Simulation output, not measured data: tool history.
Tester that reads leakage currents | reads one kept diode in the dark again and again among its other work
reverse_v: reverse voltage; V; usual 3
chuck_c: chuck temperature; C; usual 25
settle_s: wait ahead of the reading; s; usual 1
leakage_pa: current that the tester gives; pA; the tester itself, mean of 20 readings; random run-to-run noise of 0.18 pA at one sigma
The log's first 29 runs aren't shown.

run,hour,reverse_v,chuck_c,settle_s,leakage_pa
30,864.1,1.04,28,1.98,35.49
31,886.9,1.16,28,1.25,37.9
32,926.3,1.16,28,1.25,37.77
# hour 932.3: probe card cleaned and baked, once more
33,948.8,3,36,2.85,114.24
34,969.2,4.65,33,1.81,119.84
35,992.5,4.65,33,1.81,119.23
36,1030.9,4.65,33,1.81,118.8
37,1070.1,3,20,1.59,35.17
38,1102,19.7,25,4.44,154.84
39,1118.4,3,24,0.39,48.83
40,1154,3,24,0.81,47.77
41,1180.6,2.76,40,6.39,141.88

3 options for the next run, each taken on its own from the tool as it stands now. Forecast them:
A,1204.3,2.76,42,0.34,?
B,1204.3,3,25,0.96,?
C,1204.3,1.1,29,5.88,?

run,leakage_pa
A,165.04
B,51.02
C,37.86
Without the tool's hidden state the same runs would have given:
run,leakage_pa
A,184.23
B,57.49
C,42.69
